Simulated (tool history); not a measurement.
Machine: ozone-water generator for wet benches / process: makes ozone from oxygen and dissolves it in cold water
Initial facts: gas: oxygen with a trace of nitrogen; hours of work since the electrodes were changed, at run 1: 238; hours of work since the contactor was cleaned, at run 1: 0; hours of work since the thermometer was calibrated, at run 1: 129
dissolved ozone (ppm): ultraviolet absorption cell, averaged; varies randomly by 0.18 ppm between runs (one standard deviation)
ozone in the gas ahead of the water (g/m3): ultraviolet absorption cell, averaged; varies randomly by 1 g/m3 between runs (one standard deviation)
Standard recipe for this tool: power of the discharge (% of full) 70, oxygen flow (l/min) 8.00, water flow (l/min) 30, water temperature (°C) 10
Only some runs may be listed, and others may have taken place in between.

run	hour	power of the discharge (% of full)	oxygen flow (l/min)	water flow (l/min)	water temperature (°C)	hours of work since the electrodes were changed	hours of work since the contactor was cleaned	hours of work since the thermometer was calibrated	dissolved ozone (ppm)	ozone in the gas ahead of the water (g/m3)
1	0.0	70	8.00	30	10	238	0	129	24.5	182.1
2	34.5	71	8.00	30	10	264	27	156	24.5	186.4
3	94.6	70	8.00	30	10	311	73	202	24.2	183.6
4	139.2	70	8.00	30	10	345	107	236	24.1	184.6
5	205.0	70	8.00	30	10	396	158	287	23.8	181.9
6	274.3	70	8.00	30	10	449	212	340	24.2	182.1
7	345.7	70	8.00	30	10	504	267	396	24.0	183.0
8	397.3	70	4.34	30	10	544	306	435	20.6	234.6
9	435.7	70	4.34	30	10	574	336	465	20.4	234.5
10	483.1	70	5.82	30	10	610	373	501	22.3	208.4
11	545.8	70	5.82	30	10	659	421	550	22.4	208.9
12	613.8	47	8.00	30	10	711	473	602	17.5	133.6
13	645.9	47	8.00	30	5	736	498	627	18.7	134.6
14	681.9	70	8.00	30	10	764	526	655	23.8	181.0
15	739.9	70	8.00	30	10	808	571	700	24.0	182.1
16	812.7	70	8.00	30	10	865	627	756	23.8	179.6
17	874.0	70	8.00	30	10	912	674	803	23.8	180.7
18	925.6	76	8.00	20	14	952	714	843	32.8	193.7
19	963.5	76	9.72	24	14	981	743	872	28.8	177.7
20	1032.0	76	9.72	24	17	1034	796	925	27.6	177.8
21	1066.3	70	13.45	30	11	1060	822	951	24.9	145.7
22	1121.2	70	8.00	30	13	1102	865	994	22.7	180.1
23	1168.5	70	8.00	30	13	1139	901	1030	22.7	181.1
24	1226.2	61	7.03	30	7	1183	946	1075	21.1	172.0
25	1294.5	70	8.00	30	11	1236	998	1127	23.3	180.1
26	1348.7	70	12.96	33	10	1278	1040	1169	23.3	147.5
27	1411.6	99	8.00	19	10	1326	1089	1218	44.0	233.6
28	1444.3	79	8.00	38	10	1352	1114	1243	20.6	196.9
29	1484.7	79	8.00	38	10	1383	1145	1274	20.5	197.3
30	1523.2	76	9.20	41	6	1412	1175	1304	20.2	180.5
31	1591.8	70	8.00	23	6	1465	1228	1357	30.8	180.2
32	1627.5	70	8.00	23	6	1493	1255	1384	30.9	179.6
33	1672.1	40	6.85	36	11	1527	1290	1419	12.2	125.2

What if the next run were any one of these 3? Each begins from the tool's condition after run 33:
A	1742.6	77	7.89	36	15	1582	1344	1473	?	?
B	1742.6	40	6.85	43	9	1582	1344	1473	?	?
C	1742.6	70	8.00	30	5	1582	1344	1473	?	?

run	dissolved ozone (ppm)	ozone in the gas ahead of the water (g/m3)
A	19.8	194.2
B	10.3	125.0
C	24.5	179.5
With the hidden condition removed and each run's random variation left untouched, the same runs would have given:
run	dissolved ozone (ppm)	ozone in the gas ahead of the water (g/m3)
A	20.8	200.0
B	10.7	127.0
C	25.6	184.5

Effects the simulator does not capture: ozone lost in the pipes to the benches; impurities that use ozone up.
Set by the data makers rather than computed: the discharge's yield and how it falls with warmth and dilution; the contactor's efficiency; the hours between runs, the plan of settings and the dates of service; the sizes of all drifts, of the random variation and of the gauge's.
